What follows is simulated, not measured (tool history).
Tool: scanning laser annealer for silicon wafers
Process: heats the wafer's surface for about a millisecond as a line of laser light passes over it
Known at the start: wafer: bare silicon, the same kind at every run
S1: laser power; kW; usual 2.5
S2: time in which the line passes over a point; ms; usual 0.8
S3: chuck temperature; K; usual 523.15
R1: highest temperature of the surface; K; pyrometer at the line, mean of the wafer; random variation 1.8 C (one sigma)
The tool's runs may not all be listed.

Run 1, hour 0: usual settings. Result: R1 1291.15 K.
Run 2, hour 15.5: usual settings but S2 0.879 ms. Result: R1 1328.15 K.
Run 3, hour 30.9: usual settings. Result: R1 1292.15 K.
Run 4, hour 57.1: usual settings. Result: R1 1293.15 K.
Run 5, hour 89.1: usual settings. Result: R1 1292.15 K.
Run 6, hour 120.3: usual settings. Result: R1 1294.15 K.
Run 7, hour 145.9: usual settings. Result: R1 1292.15 K.
Run 8, hour 175: usual settings but S3 530.15 K. Result: R1 1301.15 K.
Run 9, hour 190: usual settings but S3 530.15 K. Result: R1 1299.15 K.
Run 10, hour 223.3: usual settings but S1 2.424 kW, S3 525.15 K. Result: R1 1270.15 K.
Run 11, hour 254.4: usual settings but S1 2.424 kW, S3 525.15 K. Result: R1 1269.15 K.
Run 12, hour 273.1: usual settings but S1 2.312 kW, S2 0.853 ms, S3 491.15 K. Result: R1 1217.15 K.
Run 13, hour 290.3: usual settings but S1 2.312 kW, S2 0.853 ms, S3 491.15 K. Result: R1 1222.15 K.
Run 14, hour 311.2: usual settings but S1 2.654 kW, S2 0.592 ms, S3 525.15 K. Result: R1 1235.15 K.
Run 15, hour 334.2: usual settings but S1 2.654 kW, S2 0.592 ms, S3 525.15 K. Result: R1 1239.15 K.
Run 16, hour 366.6: usual settings but S1 2.564 kW, S2 0.571 ms, S3 511.15 K. Result: R1 1186.15 K.
Run 17, hour 400.5: usual settings but S1 2.564 kW, S2 0.571 ms, S3 562.15 K. Result: R1 1233.15 K.

Forecast each of these 3 alternatives for the next run:
Run A, hour 418.2: usual settings but S1 2.445 kW, S2 0.966 ms, S3 547.15 K. Result: R1 ?.
Run B, hour 418.2: usual settings but S1 2.702 kW, S2 0.572 ms, S3 562.15 K. Result: R1 ?.
Run C, hour 418.2: usual settings but S1 2.645 kW, S2 0.641 ms, S3 562.15 K. Result: R1 ?.

run       R1
  A  1371.15
  B  1278.15
  C  1296.15
Without the tool's hidden state the same runs would have given:
run       R1
  A  1371.15
  B  1278.15
  C  1297.15

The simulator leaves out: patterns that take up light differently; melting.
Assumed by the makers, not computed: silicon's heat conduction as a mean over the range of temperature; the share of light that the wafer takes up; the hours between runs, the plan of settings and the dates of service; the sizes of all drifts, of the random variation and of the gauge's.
